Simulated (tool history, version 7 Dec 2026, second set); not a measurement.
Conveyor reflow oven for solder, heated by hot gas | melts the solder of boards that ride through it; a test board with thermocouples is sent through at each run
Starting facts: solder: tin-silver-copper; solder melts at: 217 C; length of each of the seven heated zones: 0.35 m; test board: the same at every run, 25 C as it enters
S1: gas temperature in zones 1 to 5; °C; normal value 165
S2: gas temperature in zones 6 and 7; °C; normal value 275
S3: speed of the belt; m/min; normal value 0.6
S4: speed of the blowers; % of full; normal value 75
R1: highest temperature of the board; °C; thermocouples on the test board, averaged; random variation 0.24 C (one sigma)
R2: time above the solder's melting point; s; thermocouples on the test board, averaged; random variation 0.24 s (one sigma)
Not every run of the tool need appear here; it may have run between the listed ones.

Run 1, day 0: usual settings. Result: R1 262.9 °C, R2 57.3 s.
Run 2, day 1.312: usual settings. Result: R1 262.6 °C, R2 57.1 s.
Run 3, day 3.904: usual settings. Result: R1 262 °C, R2 57.5 s.
Run 4, day 6.25: usual settings. Result: R1 261.9 °C, R2 57.2 s.
Run 5, day 9.417: usual settings. Result: R1 261.5 °C, R2 56.9 s.
Run 6, day 11.492: usual settings but S3 0.56 m/min, S4 51 % of full. Result: R1 260.2 °C, R2 60.3 s.
Run 7, day 14.033: usual settings but S3 0.56 m/min, S4 51 % of full. Result: R1 260.5 °C, R2 59.8 s.
Run 8, day 16.621: usual settings but S3 0.56 m/min, S4 51 % of full. Result: R1 259.8 °C, R2 60 s.
At day 17.104: flux residue cleaned out of gas plates and filters.
At day 18.738: thermocouples of zones 6 and 7 changed.
Run 9, day 19.55: usual settings but S3 0.671 m/min, S4 65 % of full. Result: R1 256 °C, R2 47.9 s.
Run 10, day 21.938: usual settings but S1 177 °C, S2 289 °C, S4 61 % of full. Result: R1 273.8 °C, R2 66.3 s.

What if the next run were any one of these 3? Each begins from the tool's condition after run 10:
Run A, day 24.388: usual settings but S1 163 °C, S4 52 % of full. Result: R1 ?, R2 ?.
Run B, day 24.388: usual settings but S4 52 % of full. Result: R1 ?, R2 ?.
Run C, day 24.388: usual settings but S1 179 °C, S2 289 °C, S3 0.66 m/min, S4 61 % of full. Result: R1 ?, R2 ?.

run     R1    R2
  A  256.7  53.2
  B  257.2  53.9
  C    271  59.7
Stripped of hidden state, with their random variation kept, the same runs would have yielded:
run     R1    R2
  A  256.8  51.8
  B  257.3  52.5
  C  271.2  58.2
